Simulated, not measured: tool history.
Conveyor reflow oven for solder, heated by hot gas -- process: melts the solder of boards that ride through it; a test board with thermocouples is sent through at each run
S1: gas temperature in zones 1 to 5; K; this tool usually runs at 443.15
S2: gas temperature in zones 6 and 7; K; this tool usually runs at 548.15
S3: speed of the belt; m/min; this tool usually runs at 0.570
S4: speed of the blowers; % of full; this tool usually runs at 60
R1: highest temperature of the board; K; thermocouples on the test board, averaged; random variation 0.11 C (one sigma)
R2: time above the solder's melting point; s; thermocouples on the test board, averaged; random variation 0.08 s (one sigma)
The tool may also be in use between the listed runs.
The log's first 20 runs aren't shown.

| run | day | S1 | S2 | S3 | S4 | R1 | R2 |
|---|---|---|---|---|---|---|---|
| 21 | 10.942 | 443.15 | 553.15 | 0.628 | 60 | 529.65 | 58.14 |
| 22 | 11.404 | 443.15 | 551.15 | 0.569 | 60 | 531.55 | 66.37 |
| 23 | 12.050 | 443.15 | 551.15 | 0.569 | 60 | 531.55 | 66.26 |
| 24 | 12.496 | 443.15 | 544.15 | 0.569 | 60 | 525.35 | 61.84 |
| 25 | 12.938 | 443.15 | 547.15 | 0.504 | 60 | 531.85 | 76.24 |
| 26 | 13.304 | 443.15 | 547.15 | 0.504 | 60 | 531.95 | 76.23 |
| 27 | 13.642 | 443.15 | 547.15 | 0.644 | 63 | 524.55 | 53.01 |
| 28 | 14.183 | 453.15 | 538.15 | 0.570 | 60 | 521.85 | 63.04 |
| 29 | 14.862 | 453.15 | 538.15 | 0.570 | 60 | 521.85 | 62.97 |
| 30 | 15.275 | 445.15 | 538.15 | 0.570 | 60 | 520.35 | 58.24 |

Forecast each of these 5 alternatives for the next run:
| A | 15.962 | 454.15 | 548.15 | 0.644 | 58 | ? | ? |
| B | 15.962 | 443.15 | 545.15 | 0.570 | 58 | ? | ? |
| C | 15.962 | 429.15 | 536.15 | 0.570 | 60 | ? | ? |
| D | 15.962 | 448.15 | 552.15 | 0.665 | 60 | ? | ? |
| E | 15.962 | 443.15 | 548.15 | 0.570 | 82 | ? | ? |

| run | R1 | R2 |
|---|---|---|
| A | 525.85 | 57.59 |
| B | 525.35 | 61.50 |
| C | 515.65 | 47.85 |
| D | 527.15 | 54.50 |
| E | 533.85 | 68.96 |
Take away the tool's hidden state, keep each run's random variation, and the runs would have read:
| run | R1 | R2 |
|---|---|---|
| A | 527.35 | 58.18 |
| B | 526.95 | 62.23 |
| C | 517.25 | 49.12 |
| D | 528.65 | 55.11 |
| E | 535.65 | 69.40 |

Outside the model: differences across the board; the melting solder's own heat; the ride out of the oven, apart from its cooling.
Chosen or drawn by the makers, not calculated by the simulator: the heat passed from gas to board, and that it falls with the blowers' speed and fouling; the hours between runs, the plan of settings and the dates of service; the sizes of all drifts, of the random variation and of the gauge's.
